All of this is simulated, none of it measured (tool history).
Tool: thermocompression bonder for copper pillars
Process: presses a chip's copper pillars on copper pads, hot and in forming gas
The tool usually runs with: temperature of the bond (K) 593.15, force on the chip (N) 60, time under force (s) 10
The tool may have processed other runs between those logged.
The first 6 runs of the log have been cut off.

run,day,temperature of the bond (K),force on the chip (N),time under force (s),hours of work since the heater was calibrated,hours of work since the force cell was calibrated,hours of work since the gas filter was changed,force that shears a chip off (N)
7,10.454,593.15,60,17,127,688,286,75.0
8,12.700,593.15,60,10,149,710,309,61.8
9,14.804,593.15,37,10,170,731,329,44.2
10,16.800,593.15,37,10,190,751,349,42.6
# day 17.004: heater calibrated with a thermocouple chip
11,18.788,593.15,56,10,18,770,368,58.9
12,20.704,593.15,74,10,37,789,387,70.4
13,22.296,593.15,74,10,52,804,403,70.9
14,23.538,593.15,74,10,65,817,415,70.2
15,25.171,598.15,60,10,81,833,431,64.4
16,27.104,593.15,50,10,100,852,450,52.9
# day 27.338: heater calibrated with a thermocouple chip, once more
17,29.212,593.15,50,10,19,872,470,52.1
18,30.533,593.15,50,10,32,885,484,53.3

What does the tool deliver on the next run?
# day 30.775: forming gas filter changed
19,32.129,593.15,60,12,47,901,13,?

Logged for run 19: force that shears a chip off (N) 70.7.
The same run, on a tool lacking any hidden state, would have yielded force that shears a chip off (N) 72.1.
